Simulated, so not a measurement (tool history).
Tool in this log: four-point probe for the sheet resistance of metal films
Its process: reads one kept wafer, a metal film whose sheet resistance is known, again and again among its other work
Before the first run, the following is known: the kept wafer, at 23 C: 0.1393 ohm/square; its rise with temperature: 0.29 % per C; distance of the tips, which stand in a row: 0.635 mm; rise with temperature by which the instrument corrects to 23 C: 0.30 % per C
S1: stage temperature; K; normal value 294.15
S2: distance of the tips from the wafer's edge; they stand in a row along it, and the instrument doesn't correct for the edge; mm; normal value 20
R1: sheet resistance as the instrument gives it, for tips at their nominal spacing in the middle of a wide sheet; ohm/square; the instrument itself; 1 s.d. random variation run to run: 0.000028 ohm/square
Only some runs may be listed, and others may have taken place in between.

run,day,S1,S2,R1
1,0,294.15,20,0.139403
2,3.833,294.15,20,0.139415
3,8.229,297.15,20,0.139299
4,11.821,294.15,20,0.139377
5,13.917,294.15,20,0.139425
6,16.933,305.15,20,0.139201
# day 18.879: stage's thermometer calibrated
7,20.725,305.15,20,0.139172
8,25.792,294.15,20,0.139369
# day 26.075: new probe head fitted
9,29.754,294.15,20,0.139435
10,32.775,294.15,6,0.140216
11,35.721,294.15,6,0.140228
12,38.317,294.15,6,0.140148

Predict the results of run 13:
13,42.562,301.15,11,?

{"run 13": {"R1": 0.139424}}
With the hidden condition absent and the run-to-run variation left alone, this run would have shown R1 0.139424 ohm/square.
